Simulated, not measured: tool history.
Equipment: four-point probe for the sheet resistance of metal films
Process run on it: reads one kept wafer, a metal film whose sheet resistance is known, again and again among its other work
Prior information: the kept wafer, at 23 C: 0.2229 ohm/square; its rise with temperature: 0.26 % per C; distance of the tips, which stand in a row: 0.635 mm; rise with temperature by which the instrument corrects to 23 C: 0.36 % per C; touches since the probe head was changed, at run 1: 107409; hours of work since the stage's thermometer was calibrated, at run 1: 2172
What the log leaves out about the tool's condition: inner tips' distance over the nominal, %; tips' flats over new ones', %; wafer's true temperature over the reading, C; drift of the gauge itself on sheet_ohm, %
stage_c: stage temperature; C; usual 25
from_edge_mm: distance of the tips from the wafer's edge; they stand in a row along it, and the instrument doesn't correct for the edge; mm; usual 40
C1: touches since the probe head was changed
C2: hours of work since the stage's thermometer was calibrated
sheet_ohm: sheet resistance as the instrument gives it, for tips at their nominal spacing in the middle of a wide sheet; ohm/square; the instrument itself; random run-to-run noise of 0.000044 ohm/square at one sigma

run 1 day=0.000 | stage_c=25 from_edge_mm=40 | C1=107409 C2=2172 | sheet_ohm=0.224096
run 2 day=2.883 | stage_c=25 from_edge_mm=40 | C1=110600 C2=2225 | sheet_ohm=0.224057
run 3 day=5.950 | stage_c=25 from_edge_mm=40 | C1=113992 C2=2280 | sheet_ohm=0.224107
run 4 day=8.638 | stage_c=25 from_edge_mm=40 | C1=116964 C2=2329 | sheet_ohm=0.224168
run 5 day=11.046 | stage_c=25 from_edge_mm=40 | C1=119631 C2=2373 | sheet_ohm=0.224168
run 6 day=13.054 | stage_c=25 from_edge_mm=40 | C1=121852 C2=2410 | sheet_ohm=0.224200
run 7 day=14.412 | stage_c=25 from_edge_mm=40 | C1=123352 C2=2434 | sheet_ohm=0.224179
run 8 day=15.896 | stage_c=25 from_edge_mm=5 | C1=124997 C2=2461 | sheet_ohm=0.226081
run 9 day=17.529 | stage_c=25 from_edge_mm=40 | C1=126800 C2=2491 | sheet_ohm=0.224290
run 10 day=20.442 | stage_c=25 from_edge_mm=40 | C1=130024 C2=2544 | sheet_ohm=0.224275
run 11 day=22.696 | stage_c=25 from_edge_mm=40 | C1=132520 C2=2585 | sheet_ohm=0.224288
run 12 day=25.446 | stage_c=25 from_edge_mm=40 | C1=135562 C2=2635 | sheet_ohm=0.224342
run 13 day=26.979 | stage_c=24 from_edge_mm=40 | C1=137256 C2=2663 | sheet_ohm=0.224496
run 14 day=28.917 | stage_c=24 from_edge_mm=40 | C1=139402 C2=2698 | sheet_ohm=0.224550
run 15 day=30.433 | stage_c=32 from_edge_mm=40 | C1=141077 C2=2726 | sheet_ohm=0.222884
run 16 day=32.238 | stage_c=32 from_edge_mm=40 | C1=143072 C2=2759 | sheet_ohm=0.222769
-- day=32.638 stage's thermometer calibrated
run 17 day=34.333 | stage_c=32 from_edge_mm=40 | C1=145372 C2=31 | sheet_ohm=0.222471
run 18 day=37.496 | stage_c=25 from_edge_mm=40 | C1=148869 C2=88 | sheet_ohm=0.224077
run 19 day=39.804 | stage_c=19 from_edge_mm=40 | C1=151425 C2=130 | sheet_ohm=0.225418
run 20 day=42.238 | stage_c=25 from_edge_mm=13 | C1=154115 C2=175 | sheet_ohm=0.224392
run 21 day=44.433 | stage_c=25 from_edge_mm=14 | C1=156545 C2=215 | sheet_ohm=0.224339
run 22 day=47.475 | stage_c=30 from_edge_mm=40 | C1=159910 C2=270 | sheet_ohm=0.222945
run 23 day=49.488 | stage_c=22 from_edge_mm=5 | C1=162134 C2=307 | sheet_ohm=0.226705
run 24 day=52.812 | stage_c=34 from_edge_mm=35 | C1=165813 C2=367 | sheet_ohm=0.222175
run 25 day=54.925 | stage_c=22 from_edge_mm=12 | C1=168151 C2=406 | sheet_ohm=0.225176
run 26 day=58.058 | stage_c=28 from_edge_mm=40 | C1=171619 C2=463 | sheet_ohm=0.223556
run 27 day=59.621 | stage_c=28 from_edge_mm=40 | C1=173346 C2=491 | sheet_ohm=0.223537
run 28 day=62.212 | stage_c=22 from_edge_mm=6 | C1=176214 C2=538 | sheet_ohm=0.226291
run 29 day=65.338 | stage_c=23 from_edge_mm=40 | C1=179669 C2=595 | sheet_ohm=0.224693
run 30 day=67.412 | stage_c=29 from_edge_mm=35 | C1=181966 C2=633 | sheet_ohm=0.223364
run 31 day=69.212 | stage_c=24 from_edge_mm=35 | C1=183959 C2=666 | sheet_ohm=0.224438

Run 32 is up next; what results do you expect?
run 32 day=71.067 | stage_c=28 from_edge_mm=35 | C1=186010 C2=699 | sheet_ohm=?

sheet_ohm: 0.223622 ohm/square
Had the tool carried no hidden state, the very same run would have given sheet_ohm 0.221801 ohm/square.
